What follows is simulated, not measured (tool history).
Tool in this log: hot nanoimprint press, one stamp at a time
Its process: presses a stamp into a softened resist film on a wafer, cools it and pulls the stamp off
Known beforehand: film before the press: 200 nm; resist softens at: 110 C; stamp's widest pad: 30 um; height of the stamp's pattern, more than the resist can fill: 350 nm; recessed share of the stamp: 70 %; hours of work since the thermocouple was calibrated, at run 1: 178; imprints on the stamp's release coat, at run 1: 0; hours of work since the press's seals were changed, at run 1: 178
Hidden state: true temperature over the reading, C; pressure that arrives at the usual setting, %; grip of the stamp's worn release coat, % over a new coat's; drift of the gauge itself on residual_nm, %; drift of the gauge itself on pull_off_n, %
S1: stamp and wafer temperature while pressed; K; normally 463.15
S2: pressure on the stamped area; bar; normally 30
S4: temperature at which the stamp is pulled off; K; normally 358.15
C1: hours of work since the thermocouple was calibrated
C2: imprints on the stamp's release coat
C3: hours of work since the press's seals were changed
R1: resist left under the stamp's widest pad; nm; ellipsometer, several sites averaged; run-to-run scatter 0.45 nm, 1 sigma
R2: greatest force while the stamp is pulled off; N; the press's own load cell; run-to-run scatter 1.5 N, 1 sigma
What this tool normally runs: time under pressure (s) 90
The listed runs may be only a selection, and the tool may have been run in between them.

run 1 hour=0 | S1=463.15 S2=30 time_under_pressure_(s)=90 S4=358.15 | C1=178 C2=0 C3=178 | R1=108.1 R2=118
run 2 hour=10.3 | S1=463.15 S2=30 time_under_pressure_(s)=90 S4=356.15 | C1=186 C2=42 C3=186 | R1=107.4 R2=122
run 3 hour=30.8 | S1=463.15 S2=30 time_under_pressure_(s)=90 S4=358.15 | C1=202 C2=126 C3=202 | R1=107 R2=118
run 4 hour=45.7 | S1=463.15 S2=30 time_under_pressure_(s)=90 S4=358.15 | C1=213 C2=188 C3=213 | R1=108.3 R2=120
run 5 hour=62.2 | S1=463.15 S2=30 time_under_pressure_(s)=90 S4=358.15 | C1=226 C2=256 C3=226 | R1=107.3 R2=119
run 6 hour=73.9 | S1=463.15 S2=30 time_under_pressure_(s)=90 S4=358.15 | C1=235 C2=304 C3=235 | R1=108.4 R2=121
run 7 hour=93 | S1=463.15 S2=30 time_under_pressure_(s)=90 S4=358.15 | C1=249 C2=382 C3=249 | R1=106.3 R2=125
run 8 hour=110.3 | S1=463.15 S2=30 time_under_pressure_(s)=90 S4=358.15 | C1=262 C2=453 C3=262 | R1=106.9 R2=123
run 9 hour=129.2 | S1=463.15 S2=30 time_under_pressure_(s)=90 S4=349.15 | C1=277 C2=531 C3=277 | R1=107.5 R2=151
-- hour=139.9 plate thermocouple calibrated
run 10 hour=149.7 | S1=463.15 S2=30 time_under_pressure_(s)=90 S4=349.15 | C1=7 C2=603 C3=290 | R1=103.4 R2=147
run 11 hour=163 | S1=463.15 S2=30 time_under_pressure_(s)=90 S4=349.15 | C1=18 C2=658 C3=300 | R1=104.8 R2=150
run 12 hour=186.1 | S1=463.15 S2=30 time_under_pressure_(s)=90 S4=349.15 | C1=35 C2=753 C3=318 | R1=103.7 R2=152
run 13 hour=205 | S1=467.15 S2=30 time_under_pressure_(s)=90 S4=358.15 | C1=50 C2=831 C3=332 | R1=89.3 R2=124
run 14 hour=216.7 | S1=463.15 S2=30.1 time_under_pressure_(s)=90 S4=358.15 | C1=59 C2=879 C3=341 | R1=102.5 R2=125
-- hour=236.9 plate thermocouple calibrated, once more
-- hour=244.5 stamp cleaned and given a new release coat
run 15 hour=248 | S1=467.15 S2=30 time_under_pressure_(s)=90 S4=358.15 | C1=4 C2=14 C3=358 | R1=95.6 R2=120
run 16 hour=263.8 | S1=463.15 S2=39.7 time_under_pressure_(s)=90 S4=366.15 | C1=16 C2=79 C3=370 | R1=96.3 R2=97
run 17 hour=275.4 | S1=460.15 S2=23.2 time_under_pressure_(s)=90 S4=358.15 | C1=25 C2=127 C3=379 | R1=137.6 R2=119
run 18 hour=287.9 | S1=463.15 S2=45.6 time_under_pressure_(s)=90 S4=358.15 | C1=34 C2=178 C3=388 | R1=88.7 R2=121
run 19 hour=309.5 | S1=456.15 S2=30.6 time_under_pressure_(s)=51 S4=355.15 | C1=51 C2=267 C3=405 | R1=156.7 R2=131
run 20 hour=328.5 | S1=456.15 S2=30.6 time_under_pressure_(s)=51 S4=355.15 | C1=65 C2=345 C3=419 | R1=156.2 R2=133
run 21 hour=341.1 | S1=472.15 S2=30 time_under_pressure_(s)=90 S4=358.15 | C1=75 C2=397 C3=429 | R1=79.3 R2=124
run 22 hour=362.9 | S1=463.15 S2=30 time_under_pressure_(s)=135 S4=350.15 | C1=91 C2=487 C3=446 | R1=98.1 R2=150
run 23 hour=385.4 | S1=461.15 S2=30 time_under_pressure_(s)=90 S4=349.15 | C1=109 C2=579 C3=463 | R1=118.3 R2=154
run 24 hour=403.8 | S1=467.15 S2=26.9 time_under_pressure_(s)=100 S4=354.15 | C1=123 C2=655 C3=477 | R1=97.5 R2=136
run 25 hour=427 | S1=456.15 S2=30 time_under_pressure_(s)=150 S4=358.15 | C1=140 C2=750 C3=494 | R1=122.8 R2=131
run 26 hour=441.7 | S1=456.15 S2=30 time_under_pressure_(s)=150 S4=358.15 | C1=151 C2=811 C3=506 | R1=122.2 R2=130
run 27 hour=451.9 | S1=467.15 S2=31.2 time_under_pressure_(s)=120 S4=362.15 | C1=159 C2=853 C3=513 | R1=84.4 R2=114
run 28 hour=467.6 | S1=467.15 S2=31.2 time_under_pressure_(s)=120 S4=348.15 | C1=171 C2=918 C3=525 | R1=84.7 R2=161
-- hour=482.2 stamp cleaned and given a new release coat
run 29 hour=483.8 | S1=467.15 S2=31.2 time_under_pressure_(s)=120 S4=348.15 | C1=179 C2=6 C3=533 | R1=83.9 R2=151
run 30 hour=496.9 | S1=461.15 S2=46.4 time_under_pressure_(s)=139 S4=350.15 | C1=189 C2=60 C3=543 | R1=81.7 R2=139

4 ways to go on from here, each from the tool as it stands after run 30. What would each give?
run A hour=517.7 | S1=461.15 S2=46.4 time_under_pressure_(s)=145 S4=350.15 | C1=205 C2=146 C3=559 | R1=? R2=?
run B hour=517.7 | S1=465.15 S2=30 time_under_pressure_(s)=90 S4=365.15 | C1=205 C2=146 C3=559 | R1=? R2=?
run C hour=517.7 | S1=463.15 S2=30 time_under_pressure_(s)=90 S4=353.15 | C1=205 C2=146 C3=559 | R1=? R2=?
run D hour=517.7 | S1=460.15 S2=30 time_under_pressure_(s)=90 S4=358.15 | C1=205 C2=146 C3=559 | R1=? R2=?

run=A R1=80.7 R2=145
run=B R1=100.3 R2=97
run=C R1=109.3 R2=133
run=D R1=121.3 R2=119
Without the tool's hidden state the same runs would have given:
run=A R1=80.3 R2=145
run=B R1=101 R2=98
run=C R1=110.1 R2=133
run=D R1=122.3 R2=119
